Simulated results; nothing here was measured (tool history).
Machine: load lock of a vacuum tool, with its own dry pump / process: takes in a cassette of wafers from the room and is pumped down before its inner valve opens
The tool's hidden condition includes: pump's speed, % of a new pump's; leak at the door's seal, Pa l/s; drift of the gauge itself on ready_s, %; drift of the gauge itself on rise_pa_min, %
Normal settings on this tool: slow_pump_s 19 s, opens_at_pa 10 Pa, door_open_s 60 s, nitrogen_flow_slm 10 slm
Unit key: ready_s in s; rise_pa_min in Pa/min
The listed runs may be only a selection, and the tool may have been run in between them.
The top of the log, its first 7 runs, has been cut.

run	hour	slow_pump_s	opens_at_pa	door_open_s	nitrogen_flow_slm	hours that the pump has run since its overhaul	times that the door has closed on its seal	incoming humidity of the room's air, %	ready_s	rise_pa_min
8	1853.9	19	10	60	10	12848	14767	45.2	47	0.186
9	2034.8	19	10	60	10	13029	15022	43.1	47.6	0.187
10	2330.4	19	10	60	10	13325	15438	44.7	47.1	0.198
11	2483.1	19	10	60	10	13477	15654	46.1	48.2	0.202
12	2763	19	10	60	10	13757	16048	45.9	47.7	0.203
13	2918.1	19	10	60	10	13912	16266	45.6	47.8	0.209
14	3099	19	10	68	10	14093	16521	46.7	48.1	0.224
15	3387.4	19	10	68	10	14382	16927	44.3	47.5	0.228
# hour 3418.1: dry pump taken out, an overhauled one fitted
16	3673.7	19	13	68	10	256	17322	48.1	39	0.236
17	3947.6	19	13	68	10	530	17708	43.8	40	0.233
18	4092.4	19	13	68	10	674	17912	42.6	39.8	0.246
19	4424.5	19	13	68	10	1006	18379	45.2	40.2	0.249
20	4735.5	11	16	135	31	1317	18817	45.4	34.1	0.254
21	4932.7	19	12	60	8	1515	19095	48.4	39.4	0.271
22	5249	19	12	60	8	1831	19541	45.7	40.7	0.276
23	5481.8	19	12	60	8	2064	19869	45.9	40.5	0.279
24	5793.2	19	12	60	8	2375	20307	46.2	41.1	0.293

Estimate the outcome of run 25 from the log above:
25	5974.8	19	12	60	8	2557	20563	47	?	?

{"run 25": {"ready_s": 41.6, "rise_pa_min": 0.296}}
Had the tool carried no hidden state, the very same run would have given ready_s 40.4 s, rise_pa_min 0.045 Pa/min.
